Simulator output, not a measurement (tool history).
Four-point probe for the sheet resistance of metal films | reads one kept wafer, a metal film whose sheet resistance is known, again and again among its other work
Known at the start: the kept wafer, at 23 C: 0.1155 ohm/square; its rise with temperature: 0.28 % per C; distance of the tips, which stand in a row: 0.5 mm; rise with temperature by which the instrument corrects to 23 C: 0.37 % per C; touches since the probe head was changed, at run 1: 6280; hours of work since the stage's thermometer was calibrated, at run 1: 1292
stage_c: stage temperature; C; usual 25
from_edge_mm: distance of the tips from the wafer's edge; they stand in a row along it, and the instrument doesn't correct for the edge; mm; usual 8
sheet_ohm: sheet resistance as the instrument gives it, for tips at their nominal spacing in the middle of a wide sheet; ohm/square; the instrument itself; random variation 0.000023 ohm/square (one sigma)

| run | hour | stage_c | from_edge_mm | touches since the probe head was changed | hours of work since the stage's thermometer was calibrated | sheet_ohm |
|---|---|---|---|---|---|---|
| 1 | 0 | 25 | 8 | 6280 | 1292 | 0.115536 |
| 2 | 34.6 | 25 | 8 | 6983 | 1310 | 0.115538 |
|  | 37.9 | stage's thermometer calibrated |
| 3 | 60.8 | 25 | 8 | 7504 | 12 | 0.115515 |
| 4 | 94.3 | 30 | 8 | 8186 | 29 | 0.115051 |
| 5 | 118.1 | 30 | 8 | 8669 | 42 | 0.115081 |
| 6 | 137.6 | 30 | 8 | 9065 | 52 | 0.11505 |
| 7 | 163.3 | 33 | 54 | 9588 | 65 | 0.114477 |
| 8 | 178.8 | 24 | 43 | 9903 | 73 | 0.115404 |
| 9 | 203.3 | 25 | 23 | 10399 | 86 | 0.115318 |
| 10 | 221.8 | 25 | 23 | 10776 | 95 | 0.115324 |

4 ways to go on from here, each from the tool as it stands after run 10. What would each give?
| A | 236.7 | 27 | 4 | 11079 | 103 | ? |
| B | 236.7 | 25 | 13 | 11079 | 103 | ? |
| C | 236.7 | 29 | 12 | 11079 | 103 | ? |
| D | 236.7 | 28 | 43 | 11079 | 103 | ? |

| run | sheet_ohm |
|---|---|
| A | 0.116068 |
| B | 0.115372 |
| C | 0.114993 |
| D | 0.115006 |
Without the tool's hidden state the same runs would have given:
| run | sheet_ohm |
|---|---|
| A | 0.116065 |
| B | 0.11537 |
| C | 0.11499 |
| D | 0.115003 |
